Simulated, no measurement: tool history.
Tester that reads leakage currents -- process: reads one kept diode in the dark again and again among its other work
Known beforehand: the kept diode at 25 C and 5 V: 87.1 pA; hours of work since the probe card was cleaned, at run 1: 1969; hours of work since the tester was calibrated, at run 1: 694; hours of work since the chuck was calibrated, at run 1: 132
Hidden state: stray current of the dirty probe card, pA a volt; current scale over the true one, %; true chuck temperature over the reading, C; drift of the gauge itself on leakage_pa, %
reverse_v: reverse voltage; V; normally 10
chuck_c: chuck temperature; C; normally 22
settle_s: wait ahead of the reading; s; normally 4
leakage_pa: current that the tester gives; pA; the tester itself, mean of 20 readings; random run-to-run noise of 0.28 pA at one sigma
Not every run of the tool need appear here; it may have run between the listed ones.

| run | hour | reverse_v | chuck_c | settle_s | hours of work since the probe card was cleaned | hours of work since the tester was calibrated | hours of work since the chuck was calibrated | leakage_pa |
|---|---|---|---|---|---|---|---|---|
| 1 | 0 | 10 | 22 | 4 | 1969 | 694 | 132 | 93.37 |
| 2 | 27.3 | 10 | 22 | 4 | 1982 | 707 | 145 | 92.81 |
| 3 | 57.4 | 10 | 22 | 4 | 1995 | 720 | 158 | 93.14 |
| 4 | 96.1 | 10 | 22 | 0.49 | 2013 | 738 | 176 | 97.58 |
| 5 | 130.5 | 1.5 | 22 | 0.49 | 2028 | 753 | 191 | 41 |
| 6 | 151.4 | 10 | 22 | 1.45 | 2038 | 763 | 201 | 94.29 |
| 7 | 190.5 | 10 | 22 | 1.45 | 2055 | 780 | 218 | 94.23 |
| 8 | 225.3 | 10 | 22 | 1.45 | 2071 | 796 | 234 | 94 |
| 9 | 244.2 | 10 | 22 | 0.6 | 2079 | 804 | 242 | 95.56 |
| 10 | 285.1 | 10 | 22 | 4 | 2098 | 823 | 261 | 92.55 |
| 11 | 312.6 | 10 | 22 | 4 | 2110 | 835 | 273 | 92.73 |
| 12 | 350.1 | 10 | 22 | 4 | 2127 | 852 | 290 | 92.54 |
| 13 | 392.8 | 10 | 54 | 4 | 2146 | 871 | 309 | 1049.8 |
| 14 | 411.3 | 10 | 54 | 4 | 2155 | 880 | 318 | 1050.14 |
| 15 | 452.2 | 10 | 54 | 4 | 2173 | 898 | 336 | 1054.24 |
| 16 | 483.1 | 10 | 54 | 4 | 2187 | 912 | 350 | 1049.95 |
| 17 | 515.4 | 10 | 54 | 4 | 2202 | 927 | 365 | 1040.7 |
| 18 | 538.8 | 10 | 43 | 4 | 2212 | 937 | 375 | 472.51 |
|  | 544 | chuck's temperature calibrated |
| 19 | 574.9 | 10 | 22 | 0.48 | 2228 | 953 | 14 | 96.28 |

Forecast run 20:
| 20 | 595.4 | 10 | 22 | 4 | 2237 | 962 | 23 | ? |

leakage_pa: 91.33 pA
Minus the tool's unlogged condition, the same run would have read leakage_pa 90.95 pA.

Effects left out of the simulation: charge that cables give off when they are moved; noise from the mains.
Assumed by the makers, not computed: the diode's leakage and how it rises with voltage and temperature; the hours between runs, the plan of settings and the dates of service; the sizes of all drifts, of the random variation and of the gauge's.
